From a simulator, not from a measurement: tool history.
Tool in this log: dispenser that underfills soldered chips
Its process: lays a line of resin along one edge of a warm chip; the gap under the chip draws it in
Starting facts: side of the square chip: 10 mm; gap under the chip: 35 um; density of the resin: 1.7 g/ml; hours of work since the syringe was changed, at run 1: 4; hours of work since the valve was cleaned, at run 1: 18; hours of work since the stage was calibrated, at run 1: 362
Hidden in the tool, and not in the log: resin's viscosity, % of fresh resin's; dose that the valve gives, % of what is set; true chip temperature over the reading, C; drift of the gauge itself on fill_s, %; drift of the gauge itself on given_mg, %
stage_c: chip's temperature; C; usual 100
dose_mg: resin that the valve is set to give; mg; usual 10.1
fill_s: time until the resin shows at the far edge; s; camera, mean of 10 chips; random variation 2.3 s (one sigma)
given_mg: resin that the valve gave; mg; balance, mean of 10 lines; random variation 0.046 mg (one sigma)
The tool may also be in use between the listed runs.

run    day  stage_c  dose_mg  hours of work since the syringe was changed  hours of work since the valve was cleaned  hours of work since the stage was calibrated  fill_s  given_mg
  1      0      100     10.1                                            4                                         18                                           362   294.9     10.04
     0.408  -- new syringe of resin
  2  0.562      100     10.1                                            3                                         27                                           371   252.4      9.98
     1.075  -- new syringe of resin
  3  1.142      102     10.1                                            1                                         37                                           381   221.8      9.88
     1.475  -- dispensing valve cleaned and set on the balance
     1.758  -- new syringe of resin
  4  1.758      100       11                                            0                                          5                                           390   208.9     10.88
  5  2.117      100       11                                            6                                         11                                           396   323.1     11.04
     2.429  -- new syringe of resin
  6  2.475       99     12.3                                            1                                         17                                           402   222.5     12.13
  7   2.75       99     12.3                                            5                                         21                                           407   323.2     12.15
     3.104  -- new syringe of resin
  8  3.125       99     12.3                                            0                                         27                                           413   217.9     12.04
      3.75  -- new syringe of resin
  9  3.767      110     10.2                                            0                                         38                                           424   166.6      9.86
     3.992  -- dispensing valve cleaned and set on the balance
 10  4.242       90     10.2                                            8                                          4                                           431   486.6     10.23

Each row is a separate what-if for the run after 10, all from the same tool condition, not one after another. Results?
     4.467  -- new syringe of resin
  A  4.625      100      8.9                                            3                                         11                                           438       ?         ?
     4.467  -- new syringe of resin
  B  4.625      112      8.8                                            3                                         11                                           438       ?         ?
     4.467  -- new syringe of resin
  C  4.625       96     10.8                                            3                                         11                                           438       ?         ?
     4.467  -- new syringe of resin
  D  4.625       91      9.1                                            3                                         11                                           438       ?         ?
     4.467  -- new syringe of resin
  E  4.625      100     11.6                                            3                                         11                                           438       ?         ?

run  fill_s  given_mg
  A     256      8.76
  B   187.1      8.64
  C   276.3     10.72
  D   322.9      8.94
  E   249.3     11.56
Without the tool's unlogged condition, the same runs would have read:
run  fill_s  given_mg
  A   229.7      8.83
  B   167.1      8.71
  C   248.6      10.8
  D   290.9      9.01
  E   223.9     11.65
